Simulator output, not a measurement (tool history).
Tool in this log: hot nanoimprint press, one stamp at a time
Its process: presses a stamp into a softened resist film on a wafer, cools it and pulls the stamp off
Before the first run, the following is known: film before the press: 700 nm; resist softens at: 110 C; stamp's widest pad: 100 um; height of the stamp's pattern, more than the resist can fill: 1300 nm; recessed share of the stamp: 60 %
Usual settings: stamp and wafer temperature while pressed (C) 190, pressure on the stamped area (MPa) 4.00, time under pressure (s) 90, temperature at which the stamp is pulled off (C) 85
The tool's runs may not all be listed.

run   hour  stamp and wafer temperature while pressed (C)  pressure on the stamped area (MPa)  time under pressure (s)  temperature at which the stamp is pulled off (C)  resist left under the stamp's widest pad (nm)  greatest force while the stamp is pulled off (N)
  1    0.0                                            190                                4.00                       90                                                85                                          432.4                                               144
  2   13.2                                            190                                4.00                       90                                                85                                          431.4                                               146
  3   27.3                                            190                                4.00                       90                                                85                                          432.8                                               148
  4   43.6                                            190                                4.00                       90                                                85                                          432.2                                               149
  5   56.0                                            190                                4.00                       90                                                85                                          428.8                                               153
  6   68.7                                            188                                4.00                       90                                                85                                          455.8                                               147
  7   76.7                                            188                                4.00                       90                                                71                                          454.7                                               206
      88.3  -- plate thermocouple calibrated
  8   94.2                                            188                                4.00                       90                                                71                                          459.5                                               205
  9  102.5                                            188                                4.00                       90                                                71                                          457.9                                               206
 10  114.0                                            188                                4.00                       90                                                71                                          459.0                                               204
 11  128.8                                            188                                4.00                       90                                                71                                          459.7                                               205
     133.1  -- plate thermocouple calibrated, once more
 12  140.0                                            188                                4.00                       90                                                71                                          438.5                                               205
 13  150.3                                            188                                4.00                       90                                                71                                          434.6                                               202
 14  159.2                                            190                                4.00                       90                                                85                                          416.1                                               145
 15  167.1                                            190                                4.00                       90                                                90                                          416.3                                               129
 16  176.7                                            187                                5.42                       90                                                90                                          392.5                                               123
 17  184.2                                            187                                3.67                       90                                                79                                          463.5                                               172
 18  195.4                                            199                                2.89                       90                                                90                                          387.2                                               124
 19  211.9                                            199                                2.89                       90                                                90                                          388.9                                               131
 20  219.4                                            195                                2.89                       90                                                91                                          425.6                                               129
 21  230.0                                            193                                6.28                       90                                                91                                          310.7                                               129
 22  240.4                                            190                                4.00                       50                                                85                                          482.7                                               145
 23  250.6                                            190                                4.00                       50                                                85                                          493.7                                               149
     268.2  -- stamp cleaned and given a new release coat
 24  273.0                                            192                                2.62                       67                                                80                                          511.6                                               136
 25  287.3                                            190                                2.42                       90                                                85                                          512.5                                               124
 26  298.7                                            192                                2.42                       56                                                76                                          542.5                                               153
 27  313.0                                            192                                2.51                      122                                                76                                          448.4                                               156
 28  327.1                                            201                                4.00                       49                                                85                                          386.4                                               128
 29  336.5                                            201                                4.00                       49                                                85                                          385.9                                               127

What if the next run were any one of these 4? Each begins from the tool's condition after run 29:
  A  350.2                                            190                                3.75                       90                                                89                                              ?                                                 ?
  B  350.2                                            190                                4.30                      111                                                85                                              ?                                                 ?
  C  350.2                                            191                                4.43                       49                                                85                                              ?                                                 ?
  D  350.2                                            190                                4.00                       73                                                85                                              ?                                                 ?

run  resist left under the stamp's widest pad (nm)  greatest force while the stamp is pulled off (N)
  A                                          432.6                                               116
  B                                          384.6                                               128
  C                                          464.8                                               126
  D                                          444.3                                               129
What these runs would have given with no unlogged condition in the tool:
run  resist left under the stamp's widest pad (nm)  greatest force while the stamp is pulled off (N)
  A                                          424.2                                               112
  B                                          375.8                                               125
  C                                          455.9                                               122
  D                                          435.6                                               125
